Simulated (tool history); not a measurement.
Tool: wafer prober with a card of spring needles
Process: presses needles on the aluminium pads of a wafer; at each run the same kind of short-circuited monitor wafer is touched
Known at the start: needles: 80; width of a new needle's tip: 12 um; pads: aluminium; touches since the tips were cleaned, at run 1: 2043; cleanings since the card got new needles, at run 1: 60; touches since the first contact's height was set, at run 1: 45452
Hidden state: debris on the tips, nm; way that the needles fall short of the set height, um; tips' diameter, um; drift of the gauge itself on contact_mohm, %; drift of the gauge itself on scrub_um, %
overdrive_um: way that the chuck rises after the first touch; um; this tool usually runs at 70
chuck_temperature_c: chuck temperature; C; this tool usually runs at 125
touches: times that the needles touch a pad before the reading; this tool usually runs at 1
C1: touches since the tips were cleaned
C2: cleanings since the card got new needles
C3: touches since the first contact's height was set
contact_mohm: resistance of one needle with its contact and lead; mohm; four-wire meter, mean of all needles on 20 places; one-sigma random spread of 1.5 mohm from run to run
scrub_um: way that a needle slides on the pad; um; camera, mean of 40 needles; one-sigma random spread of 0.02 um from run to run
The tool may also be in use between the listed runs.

run 1 hour=0.0 | overdrive_um=70 chuck_temperature_c=125 touches=1 | C1=2043 C2=60 C3=45452 | contact_mohm=146 scrub_um=18.92
-- hour=24.4 tips cleaned on abrasive film
run 2 hour=44.4 | overdrive_um=70 chuck_temperature_c=125 touches=1 | C1=5924 C2=61 C3=58587 | contact_mohm=146 scrub_um=18.90
-- hour=57.5 tips cleaned on abrasive film
-- hour=88.6 tips cleaned on abrasive film
run 3 hour=106.6 | overdrive_um=70 chuck_temperature_c=125 touches=1 | C1=5319 C2=63 C3=76996 | contact_mohm=149 scrub_um=18.96
-- hour=118.1 tips cleaned on abrasive film
-- hour=149.6 tips cleaned on abrasive film
-- hour=183.0 tips cleaned on abrasive film
run 4 hour=200.8 | overdrive_um=70 chuck_temperature_c=125 touches=1 | C1=5289 C2=66 C3=104877 | contact_mohm=147 scrub_um=18.92
-- hour=214.8 tips cleaned on abrasive film
-- hour=247.2 tips cleaned on abrasive film
-- hour=278.5 tips cleaned on abrasive film
run 5 hour=290.6 | overdrive_um=70 chuck_temperature_c=33 touches=1 | C1=3587 C2=69 C3=131455 | contact_mohm=132 scrub_um=19.00
-- hour=309.7 tips cleaned on abrasive film
run 6 hour=337.5 | overdrive_um=70 chuck_temperature_c=33 touches=1 | C1=8244 C2=70 C3=145331 | contact_mohm=132 scrub_um=18.98
-- hour=344.1 tips cleaned on abrasive film
-- hour=376.2 tips cleaned on abrasive film
run 7 hour=403.5 | overdrive_um=70 chuck_temperature_c=40 touches=1 | C1=8117 C2=72 C3=164878 | contact_mohm=135 scrub_um=19.04
-- hour=407.8 tips cleaned on abrasive film
-- hour=442.1 tips cleaned on abrasive film
-- hour=460.7 height of the first contact set anew
run 8 hour=461.7 | overdrive_um=70 chuck_temperature_c=40 touches=1 | C1=5724 C2=74 C3=280 | contact_mohm=134 scrub_um=18.97
-- hour=474.0 tips cleaned on abrasive film
-- hour=503.9 tips cleaned on abrasive film
run 9 hour=514.6 | overdrive_um=70 chuck_temperature_c=125 touches=1 | C1=3167 C2=76 C3=15917 | contact_mohm=145 scrub_um=18.98
-- hour=536.9 tips cleaned on abrasive film
-- hour=569.9 tips cleaned on abrasive film
run 10 hour=574.4 | overdrive_um=87 chuck_temperature_c=125 touches=1 | C1=1325 C2=78 C3=33618 | contact_mohm=143 scrub_um=23.59
-- hour=599.4 tips cleaned on abrasive film
run 11 hour=621.2 | overdrive_um=87 chuck_temperature_c=125 touches=1 | C1=6473 C2=79 C3=47475 | contact_mohm=144 scrub_um=23.60
-- hour=628.2 tips cleaned on abrasive film
-- hour=657.4 tips cleaned on abrasive film
run 12 hour=681.4 | overdrive_um=87 chuck_temperature_c=125 touches=1 | C1=7121 C2=81 C3=65302 | contact_mohm=143 scrub_um=23.61
-- hour=688.0 tips cleaned on abrasive film
-- hour=717.4 tips cleaned on abrasive film
-- hour=749.5 tips cleaned on abrasive film
run 13 hour=751.4 | overdrive_um=58 chuck_temperature_c=125 touches=1 | C1=564 C2=84 C3=85988 | contact_mohm=148 scrub_um=15.76
-- hour=779.9 tips cleaned on abrasive film
run 14 hour=795.2 | overdrive_um=58 chuck_temperature_c=125 touches=1 | C1=4549 C2=85 C3=98958 | contact_mohm=151 scrub_um=15.76
-- hour=809.2 tips cleaned on abrasive film
-- hour=837.7 tips cleaned on abrasive film
-- hour=872.6 tips cleaned on abrasive film
run 15 hour=881.4 | overdrive_um=69 chuck_temperature_c=125 touches=1 | C1=2591 C2=88 C3=124448 | contact_mohm=148 scrub_um=18.75
-- hour=901.9 tips cleaned on abrasive film
-- hour=934.0 tips cleaned on abrasive film
-- hour=965.0 tips cleaned on abrasive film
run 16 hour=966.9 | overdrive_um=63 chuck_temperature_c=26 touches=1 | C1=562 C2=91 C3=149737 | contact_mohm=129 scrub_um=17.16
-- hour=998.6 tips cleaned on abrasive film
-- hour=1028.3 tips cleaned on abrasive film
-- hour=1061.9 tips cleaned on abrasive film
run 17 hour=1062.4 | overdrive_um=62 chuck_temperature_c=61 touches=1 | C1=139 C2=94 C3=177992 | contact_mohm=137 scrub_um=16.85

Run 18 comes next. What will it give?
-- hour=1076.6 height of the first contact set anew
-- hour=1096.0 tips cleaned on abrasive film
-- hour=1124.3 tips cleaned on abrasive film
-- hour=1155.6 tips cleaned on abrasive film
run 18 hour=1158.5 | overdrive_um=70 chuck_temperature_c=111 touches=1 | C1=869 C2=97 C3=24230 | contact_mohm=? scrub_um=?

contact_mohm: 145 mohm
scrub_um: 19.08 um
On a tool with no hidden condition, and with the same random variation, this run would have come out at contact_mohm 145 mohm, scrub_um 18.94 um.
